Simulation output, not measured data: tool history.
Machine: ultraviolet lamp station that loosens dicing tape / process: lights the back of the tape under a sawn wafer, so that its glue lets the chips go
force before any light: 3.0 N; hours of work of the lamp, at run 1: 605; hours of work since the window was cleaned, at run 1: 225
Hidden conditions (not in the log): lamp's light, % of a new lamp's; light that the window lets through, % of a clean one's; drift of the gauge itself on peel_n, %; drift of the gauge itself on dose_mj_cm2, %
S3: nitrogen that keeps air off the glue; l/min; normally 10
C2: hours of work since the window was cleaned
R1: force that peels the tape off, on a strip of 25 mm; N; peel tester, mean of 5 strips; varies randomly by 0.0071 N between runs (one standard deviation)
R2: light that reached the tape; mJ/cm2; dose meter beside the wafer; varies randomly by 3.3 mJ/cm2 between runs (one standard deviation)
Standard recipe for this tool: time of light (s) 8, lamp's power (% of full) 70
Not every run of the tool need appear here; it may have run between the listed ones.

run 1 hour=0.0 | time_of_light_(s)=8 lamp's_power_(%_of_full)=70 S3=10 | hours_of_work_of_the_lamp=605 C2=225 | R1=0.407 R2=386
run 2 hour=17.7 | time_of_light_(s)=11 lamp's_power_(%_of_full)=70 S3=10 | hours_of_work_of_the_lamp=615 C2=234 | R1=0.241 R2=523
run 3 hour=51.1 | time_of_light_(s)=8 lamp's_power_(%_of_full)=70 S3=10 | hours_of_work_of_the_lamp=632 C2=252 | R1=0.404 R2=379
run 4 hour=83.6 | time_of_light_(s)=8 lamp's_power_(%_of_full)=99 S3=10 | hours_of_work_of_the_lamp=649 C2=269 | R1=0.251 R2=532
run 5 hour=97.9 | time_of_light_(s)=8 lamp's_power_(%_of_full)=99 S3=10 | hours_of_work_of_the_lamp=657 C2=276 | R1=0.263 R2=525
run 6 hour=125.3 | time_of_light_(s)=8 lamp's_power_(%_of_full)=99 S3=10 | hours_of_work_of_the_lamp=671 C2=291 | R1=0.264 R2=520
-- hour=143.6 window cleaned of glue's vapour
run 7 hour=145.8 | time_of_light_(s)=8 lamp's_power_(%_of_full)=99 S3=10 | hours_of_work_of_the_lamp=682 C2=1 | R1=0.196 R2=607
run 8 hour=161.0 | time_of_light_(s)=10 lamp's_power_(%_of_full)=70 S3=10 | hours_of_work_of_the_lamp=690 C2=9 | R1=0.245 R2=529
run 9 hour=184.5 | time_of_light_(s)=10 lamp's_power_(%_of_full)=70 S3=10 | hours_of_work_of_the_lamp=702 C2=21 | R1=0.252 R2=523
run 10 hour=212.4 | time_of_light_(s)=8 lamp's_power_(%_of_full)=75 S3=10 | hours_of_work_of_the_lamp=717 C2=36 | R1=0.324 R2=438
run 11 hour=226.6 | time_of_light_(s)=8 lamp's_power_(%_of_full)=75 S3=10 | hours_of_work_of_the_lamp=724 C2=44 | R1=0.322 R2=446
run 12 hour=244.4 | time_of_light_(s)=8 lamp's_power_(%_of_full)=75 S3=10 | hours_of_work_of_the_lamp=733 C2=53 | R1=0.312 R2=438
run 13 hour=277.8 | time_of_light_(s)=8 lamp's_power_(%_of_full)=70 S3=4 | hours_of_work_of_the_lamp=751 C2=70 | R1=0.590 R2=403
run 14 hour=311.2 | time_of_light_(s)=8 lamp's_power_(%_of_full)=70 S3=4 | hours_of_work_of_the_lamp=768 C2=88 | R1=0.613 R2=396
run 15 hour=343.2 | time_of_light_(s)=8 lamp's_power_(%_of_full)=70 S3=4 | hours_of_work_of_the_lamp=785 C2=105 | R1=0.608 R2=395
run 16 hour=361.4 | time_of_light_(s)=8 lamp's_power_(%_of_full)=70 S3=4 | hours_of_work_of_the_lamp=795 C2=114 | R1=0.632 R2=387
run 17 hour=395.4 | time_of_light_(s)=8 lamp's_power_(%_of_full)=70 S3=4 | hours_of_work_of_the_lamp=813 C2=132 | R1=0.631 R2=382
run 18 hour=422.6 | time_of_light_(s)=8 lamp's_power_(%_of_full)=70 S3=4 | hours_of_work_of_the_lamp=827 C2=146 | R1=0.645 R2=386
run 19 hour=439.9 | time_of_light_(s)=8 lamp's_power_(%_of_full)=70 S3=4 | hours_of_work_of_the_lamp=836 C2=156 | R1=0.638 R2=379
run 20 hour=464.4 | time_of_light_(s)=11 lamp's_power_(%_of_full)=64 S3=10 | hours_of_work_of_the_lamp=849 C2=168 | R1=0.286 R2=466
run 21 hour=488.7 | time_of_light_(s)=8 lamp's_power_(%_of_full)=81 S3=7 | hours_of_work_of_the_lamp=862 C2=181 | R1=0.411 R2=427
run 22 hour=508.5 | time_of_light_(s)=8 lamp's_power_(%_of_full)=81 S3=7 | hours_of_work_of_the_lamp=872 C2=192 | R1=0.392 R2=419
run 23 hour=526.0 | time_of_light_(s)=6 lamp's_power_(%_of_full)=73 S3=9 | hours_of_work_of_the_lamp=881 C2=201 | R1=0.651 R2=288
run 24 hour=560.6 | time_of_light_(s)=7 lamp's_power_(%_of_full)=76 S3=10 | hours_of_work_of_the_lamp=899 C2=219 | R1=0.502 R2=342
run 25 hour=574.7 | time_of_light_(s)=8 lamp's_power_(%_of_full)=95 S3=10 | hours_of_work_of_the_lamp=907 C2=226 | R1=0.281 R2=481
run 26 hour=607.8 | time_of_light_(s)=6 lamp's_power_(%_of_full)=82 S3=4 | hours_of_work_of_the_lamp=924 C2=244 | R1=0.858 R2=309
run 27 hour=624.2 | time_of_light_(s)=8 lamp's_power_(%_of_full)=97 S3=10 | hours_of_work_of_the_lamp=933 C2=252 | R1=0.294 R2=485
run 28 hour=641.7 | time_of_light_(s)=4 lamp's_power_(%_of_full)=97 S3=6 | hours_of_work_of_the_lamp=942 C2=261 | R1=1.001 R2=238
run 29 hour=657.9 | time_of_light_(s)=4 lamp's_power_(%_of_full)=97 S3=6 | hours_of_work_of_the_lamp=950 C2=270 | R1=0.996 R2=241
run 30 hour=672.7 | time_of_light_(s)=9 lamp's_power_(%_of_full)=70 S3=15 | hours_of_work_of_the_lamp=958 C2=278 | R1=0.333 R2=387
run 31 hour=691.9 | time_of_light_(s)=9 lamp's_power_(%_of_full)=70 S3=15 | hours_of_work_of_the_lamp=968 C2=288 | R1=0.344 R2=374
run 32 hour=708.9 | time_of_light_(s)=9 lamp's_power_(%_of_full)=70 S3=15 | hours_of_work_of_the_lamp=977 C2=297 | R1=0.353 R2=378

Run 33, settings as shown, results not yet in. Your forecast:
-- hour=715.1 window cleaned of glue's vapour
run 33 hour=725.0 | time_of_light_(s)=9 lamp's_power_(%_of_full)=88 S3=15 | hours_of_work_of_the_lamp=985 C2=5 | R1=? R2=?

Run 33 yielded R1 0.201 N, R2 547 mJ/cm2.
If the tool had no hidden condition, the same run with the same run-to-run variation would have returned R1 0.157 N, R2 735 mJ/cm2.
